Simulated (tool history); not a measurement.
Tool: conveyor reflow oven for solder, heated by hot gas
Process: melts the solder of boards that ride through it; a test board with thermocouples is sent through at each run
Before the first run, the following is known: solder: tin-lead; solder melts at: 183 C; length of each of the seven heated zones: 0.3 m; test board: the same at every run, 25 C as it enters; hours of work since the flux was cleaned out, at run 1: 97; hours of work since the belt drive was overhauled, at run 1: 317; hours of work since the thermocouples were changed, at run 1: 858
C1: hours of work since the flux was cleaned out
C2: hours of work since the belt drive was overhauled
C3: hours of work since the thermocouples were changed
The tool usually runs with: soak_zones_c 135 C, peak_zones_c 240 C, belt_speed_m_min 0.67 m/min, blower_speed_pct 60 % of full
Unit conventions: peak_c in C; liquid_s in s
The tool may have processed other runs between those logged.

Run 1, hour 0: usual settings; C1 97; C2 317; C3 858. Result: peak_c 214.16 C, liquid_s 36.63 s.
Run 2, hour 65: usual settings; C1 127; C2 348; C3 889. Result: peak_c 214.3 C, liquid_s 36.44 s.
Run 3, hour 116.8: usual settings; C1 152; C2 373; C3 913. Result: peak_c 213.85 C, liquid_s 36.48 s.
At hour 126.2: flux residue cleaned out of gas plates and filters.
Run 4, hour 184: usual settings; C1 27; C2 402; C3 943. Result: peak_c 215.17 C, liquid_s 37.36 s.
Run 5, hour 215.6: usual settings; C1 42; C2 417; C3 958. Result: peak_c 214.89 C, liquid_s 37.31 s.
Run 6, hour 259.4: usual settings; C1 63; C2 438; C3 978. Result: peak_c 215.04 C, liquid_s 37.19 s.
Run 7, hour 316.9: usual settings; C1 90; C2 465; C3 1006. Result: peak_c 214.5 C, liquid_s 36.95 s.
Run 8, hour 344.5: usual settings; C1 103; C2 478; C3 1019. Result: peak_c 214.42 C, liquid_s 36.9 s.
Run 9, hour 377: usual settings; C1 119; C2 494; C3 1034. Result: peak_c 214.44 C, liquid_s 36.81 s.
Run 10, hour 429.7: usual settings but belt_speed_m_min 0.559 m/min; C1 144; C2 519; C3 1059. Result: peak_c 221.23 C, liquid_s 49.68 s.
At hour 460.3: flux residue cleaned out of gas plates and filters.
Run 11, hour 469.1: usual settings but soak_zones_c 127 C, belt_speed_m_min 0.585 m/min; C1 4; C2 535; C3 1075. Result: peak_c 219.17 C, liquid_s 43.92 s.
Run 12, hour 502.5: usual settings but soak_zones_c 121 C, peak_zones_c 230 C, belt_speed_m_min 0.585 m/min; C1 20; C2 551; C3 1091. Result: peak_c 209.3 C, liquid_s 35.75 s.
Run 13, hour 560.6: usual settings but soak_zones_c 120 C, blower_speed_pct 72 % of full; C1 47; C2 578; C3 1119. Result: peak_c 214.27 C, liquid_s 33.83 s.
Run 14, hour 604.9: usual settings but peak_zones_c 237 C, blower_speed_pct 62 % of full; C1 69; C2 599; C3 1140. Result: peak_c 212.91 C, liquid_s 36.04 s.
At hour 611.6: belt drive overhauled, speed set with a stopwatch.
Run 15, hour 652.9: usual settings but peak_zones_c 237 C, belt_speed_m_min 0.586 m/min, blower_speed_pct 68 % of full; C1 89; C2 20; C3 1161. Result: peak_c 219.11 C, liquid_s 46.11 s.
Run 16, hour 695.1: usual settings but soak_zones_c 127 C, belt_speed_m_min 0.585 m/min; C1 109; C2 40; C3 1181. Result: peak_c 218.45 C, liquid_s 43.6 s.
Run 17, hour 751.8: usual settings but soak_zones_c 127 C, belt_speed_m_min 0.739 m/min; C1 136; C2 66; C3 1207. Result: peak_c 207.65 C, liquid_s 27.04 s.
At hour 758.7: thermocouples of zones 6 and 7 changed.
Run 18, hour 780.7: usual settings but soak_zones_c 127 C, belt_speed_m_min 0.739 m/min, blower_speed_pct 73 % of full; C1 149; C2 79; C3 10. Result: peak_c 209.96 C, liquid_s 28.88 s.
At hour 800.7: flux residue cleaned out of gas plates and filters.
Run 19, hour 821.7: usual settings but belt_speed_m_min 0.731 m/min; C1 10; C2 96; C3 27. Result: peak_c 211.16 C, liquid_s 31.35 s.
Run 20, hour 856: usual settings but soak_zones_c 121 C, peak_zones_c 228 C; C1 26; C2 112; C3 44. Result: peak_c 201.58 C, liquid_s 24.38 s.

Predict each of these 5 candidate next runs independently; none follows another, all start after run 20:
Run A, hour 900.2: usual settings but soak_zones_c 121 C, peak_zones_c 228 C, belt_speed_m_min 0.585 m/min; C1 47; C2 133; C3 65. Result: peak_c ?, liquid_s ?.
Run B, hour 900.2: usual settings but soak_zones_c 129 C, blower_speed_pct 64 % of full; C1 47; C2 133; C3 65. Result: peak_c ?, liquid_s ?.
Run C, hour 900.2: usual settings but blower_speed_pct 80 % of full; C1 47; C2 133; C3 65. Result: peak_c ?, liquid_s ?.
Run D, hour 900.2: usual settings but belt_speed_m_min 0.689 m/min; C1 47; C2 133; C3 65. Result: peak_c ?, liquid_s ?.
Run E, hour 900.2: usual settings but peak_zones_c 254 C, belt_speed_m_min 0.662 m/min; C1 47; C2 133; C3 65. Result: peak_c ?, liquid_s ?.

run  peak_c  liquid_s
  A  207.06     33.81
  B  214.12     35.49
  C  218.51      39.8
  D  213.47     35.16
  E  226.39     44.11
With no hidden state in the tool, these same runs would have given:
run  peak_c  liquid_s
  A  207.26     33.87
  B   214.4     35.51
  C   218.8     39.78
  D  213.72     35.17
  E  226.66     44.01

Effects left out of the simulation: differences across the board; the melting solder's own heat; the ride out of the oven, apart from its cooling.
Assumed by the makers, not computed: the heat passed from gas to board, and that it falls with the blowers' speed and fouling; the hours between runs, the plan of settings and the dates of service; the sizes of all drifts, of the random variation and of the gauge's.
